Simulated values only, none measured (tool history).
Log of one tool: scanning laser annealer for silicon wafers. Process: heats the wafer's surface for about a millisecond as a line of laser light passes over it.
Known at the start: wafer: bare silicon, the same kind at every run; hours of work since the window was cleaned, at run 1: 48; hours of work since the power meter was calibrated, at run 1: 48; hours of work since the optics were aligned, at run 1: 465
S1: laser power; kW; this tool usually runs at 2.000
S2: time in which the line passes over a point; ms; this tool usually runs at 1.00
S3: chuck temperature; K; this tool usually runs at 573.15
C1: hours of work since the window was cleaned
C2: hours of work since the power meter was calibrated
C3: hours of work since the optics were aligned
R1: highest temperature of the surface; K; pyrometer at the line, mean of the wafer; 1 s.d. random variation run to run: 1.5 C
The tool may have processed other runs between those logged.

run     day     S1    S2      S3   C1   C2    C3       R1
  1   0.000  2.000  1.00  573.15   48   48   465  1331.15
  2   1.988  2.000  1.00  573.15   79   79   497  1331.15
  3   3.854  2.000  0.72  573.15  109  109   526  1202.15
  4   5.842  2.000  0.72  573.15  140  140   558  1203.15
  5   7.438  2.000  0.72  573.15  165  165   583  1201.15
  6   9.021  2.196  1.00  573.15  190  190   608  1403.15
  7  10.779  2.196  1.00  573.15  218  218   635  1405.15
  8  12.288  2.000  0.76  573.15  242  242   659  1219.15
  9  14.250  2.000  0.76  573.15  273  273   690  1220.15
 10  15.304  2.000  0.76  573.15  289  289   707  1221.15
 11  16.354  2.000  1.23  573.15  306  306   723  1424.15
 12  18.367  2.000  1.22  573.15  337  337   755  1419.15
 13  19.796  2.000  0.86  573.15  360  360   778  1267.15
 14  21.492  2.000  0.89  573.15  387  387   804  1282.15
 15  22.900  2.000  0.89  573.15  409  409   827  1282.15
 16  23.971  2.000  0.89  573.15  426  426   844  1281.15
 17  25.092  2.000  0.89  573.15  444  444   861  1282.15
 18  26.433  2.000  0.89  573.15  465  465   882  1282.15
 19  27.621  2.000  0.89  573.15  483  483   901  1281.15
 20  29.200  2.000  0.89  573.15  508  508   926  1285.15
 21  31.025  2.000  1.00  573.15  537  537   955  1333.15
     31.246  -- window over the wafer cleaned
 22  32.650  2.018  0.78  573.15   22  561   979  1235.15
 23  34.054  2.018  0.78  573.15   44  584  1001  1235.15
 24  36.075  2.000  0.75  586.15   76  615  1033  1229.15
 25  38.029  2.134  0.81  550.15  107  646  1064  1268.15
 26  39.746  2.134  0.81  550.15  134  673  1091  1271.15
 27  41.400  2.001  0.88  576.15  160  699  1117  1280.15
 28  43.004  2.128  1.18  553.15  185  725  1143  1437.15
 29  44.625  2.128  1.18  553.15  211  750  1168  1438.15
 30  46.275  2.128  1.18  611.15  237  776  1194  1496.15
 31  48.179  1.831  1.05  556.15  267  806  1224  1267.15
 32  49.121  1.831  1.09  533.15  282  821  1239  1262.15
 33  50.333  2.022  0.99  610.15  301  840  1258  1371.15
 34  52.179  2.000  1.00  569.15  330  870  1287  1329.15
 35  53.688  2.000  1.00  569.15  354  893  1311  1326.15
 36  55.012  2.000  1.00  569.15  375  914  1332  1326.15
 37  56.042  1.818  0.90  544.15  391  930  1348  1193.15
 38  56.975  1.783  1.17  582.15  406  945  1363  1322.15
 39  57.946  1.925  1.03  582.15  421  960  1378  1321.15
 40  58.800  1.858  1.00  611.15  435  974  1392  1315.15
 41  60.221  1.858  1.00  611.15  457  996  1414  1316.15

Entry by entry between the runs, the difference in hidden state between the last listed run before and the first listed run after:
After run 21, before run 22: window over the wafer cleaned (day 31.246)
  light that passes the window, % of a clean one's: 99.92 -> 99.99
